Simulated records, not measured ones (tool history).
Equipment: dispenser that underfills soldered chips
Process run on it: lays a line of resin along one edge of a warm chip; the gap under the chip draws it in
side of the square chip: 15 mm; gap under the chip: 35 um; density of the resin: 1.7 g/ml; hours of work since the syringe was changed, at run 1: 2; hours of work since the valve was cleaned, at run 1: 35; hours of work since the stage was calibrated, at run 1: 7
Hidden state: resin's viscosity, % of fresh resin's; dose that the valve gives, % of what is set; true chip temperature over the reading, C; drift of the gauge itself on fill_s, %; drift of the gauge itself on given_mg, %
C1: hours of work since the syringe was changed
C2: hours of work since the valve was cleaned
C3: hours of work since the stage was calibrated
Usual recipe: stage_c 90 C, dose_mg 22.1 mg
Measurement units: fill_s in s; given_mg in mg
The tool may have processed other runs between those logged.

{"run": 1, "hour": 0.0, "stage_c": 90, "dose_mg": 22.1, "C1": 2, "C2": 35, "C3": 7, "fill_s": 193.4, "given_mg": 21.56}
{"hour": 5.0, "done": "new syringe of resin"}
{"run": 2, "hour": 5.7, "stage_c": 90, "dose_mg": 25.3, "C1": 0, "C2": 39, "C3": 11, "fill_s": 168.8, "given_mg": 24.76}
{"run": 3, "hour": 11.2, "stage_c": 90, "dose_mg": 22.1, "C1": 4, "C2": 42, "C3": 14, "fill_s": 209, "given_mg": 21.69}
{"hour": 13.3, "done": "new syringe of resin"}
{"run": 4, "hour": 14.0, "stage_c": 81, "dose_mg": 22.1, "C1": 0, "C2": 44, "C3": 16, "fill_s": 255.4, "given_mg": 21.56}
{"run": 5, "hour": 17.0, "stage_c": 90, "dose_mg": 21.3, "C1": 2, "C2": 46, "C3": 18, "fill_s": 186, "given_mg": 20.78}
{"run": 6, "hour": 19.8, "stage_c": 90, "dose_mg": 28.1, "C1": 4, "C2": 48, "C3": 20, "fill_s": 209.2, "given_mg": 27.42}
{"hour": 21.7, "done": "new syringe of resin"}
{"run": 7, "hour": 24.1, "stage_c": 90, "dose_mg": 22.1, "C1": 2, "C2": 50, "C3": 22, "fill_s": 177.9, "given_mg": 21.59}
{"run": 8, "hour": 28.4, "stage_c": 90, "dose_mg": 22.1, "C1": 4, "C2": 53, "C3": 25, "fill_s": 204.7, "given_mg": 21.53}
{"hour": 30.1, "done": "new syringe of resin"}
{"run": 9, "hour": 32.9, "stage_c": 90, "dose_mg": 22.1, "C1": 2, "C2": 56, "C3": 28, "fill_s": 189.2, "given_mg": 21.3}
{"run": 10, "hour": 37.4, "stage_c": 102, "dose_mg": 24, "C1": 5, "C2": 59, "C3": 31, "fill_s": 130.3, "given_mg": 23.22}
{"hour": 38.6, "done": "new syringe of resin"}
{"run": 11, "hour": 43.2, "stage_c": 78, "dose_mg": 22.3, "C1": 3, "C2": 62, "C3": 34, "fill_s": 338.1, "given_mg": 21.53}
{"hour": 47.2, "done": "new syringe of resin"}
{"run": 12, "hour": 48.1, "stage_c": 78, "dose_mg": 22.3, "C1": 1, "C2": 65, "C3": 37, "fill_s": 300.1, "given_mg": 21.49}
{"run": 13, "hour": 51.0, "stage_c": 99, "dose_mg": 25.7, "C1": 3, "C2": 67, "C3": 39, "fill_s": 128.5, "given_mg": 24.84}
{"run": 14, "hour": 54.6, "stage_c": 99, "dose_mg": 25.7, "C1": 5, "C2": 70, "C3": 42, "fill_s": 146.8, "given_mg": 24.63}
{"hour": 55.8, "done": "new syringe of resin"}
{"run": 15, "hour": 57.6, "stage_c": 99, "dose_mg": 23.2, "C1": 1, "C2": 71, "C3": 43, "fill_s": 122.6, "given_mg": 22.45}
{"run": 16, "hour": 61.4, "stage_c": 99, "dose_mg": 23.2, "C1": 4, "C2": 74, "C3": 46, "fill_s": 140.3, "given_mg": 22.47}
{"hour": 64.3, "done": "new syringe of resin"}
{"run": 17, "hour": 66.2, "stage_c": 84, "dose_mg": 22.7, "C1": 1, "C2": 77, "C3": 49, "fill_s": 231.1, "given_mg": 21.8}
{"run": 18, "hour": 70.9, "stage_c": 97, "dose_mg": 28, "C1": 4, "C2": 80, "C3": 52, "fill_s": 156, "given_mg": 26.87}

Here are 3 independent what-if runs from the current tool condition. What would each one return?
{"hour": 72.7, "done": "new syringe of resin"}
{"run": "A", "hour": 75.9, "stage_c": 90, "dose_mg": 23.8, "C1": 2, "C2": 83, "C3": 55, "fill_s": "?", "given_mg": "?"}
{"hour": 72.7, "done": "new syringe of resin"}
{"run": "B", "hour": 75.9, "stage_c": 89, "dose_mg": 21.9, "C1": 2, "C2": 83, "C3": 55, "fill_s": "?", "given_mg": "?"}
{"hour": 72.7, "done": "new syringe of resin"}
{"run": "C", "hour": 75.9, "stage_c": 90, "dose_mg": 23.2, "C1": 2, "C2": 83, "C3": 55, "fill_s": "?", "given_mg": "?"}

run=A fill_s=189.5 given_mg=22.7
run=B fill_s=198.9 given_mg=20.96
run=C fill_s=188.7 given_mg=22.23
Stripped of hidden state, with their random variation kept, the same runs would have yielded:
run=A fill_s=167.3 given_mg=23.75
run=B fill_s=175.3 given_mg=21.93
run=C fill_s=166.5 given_mg=23.25
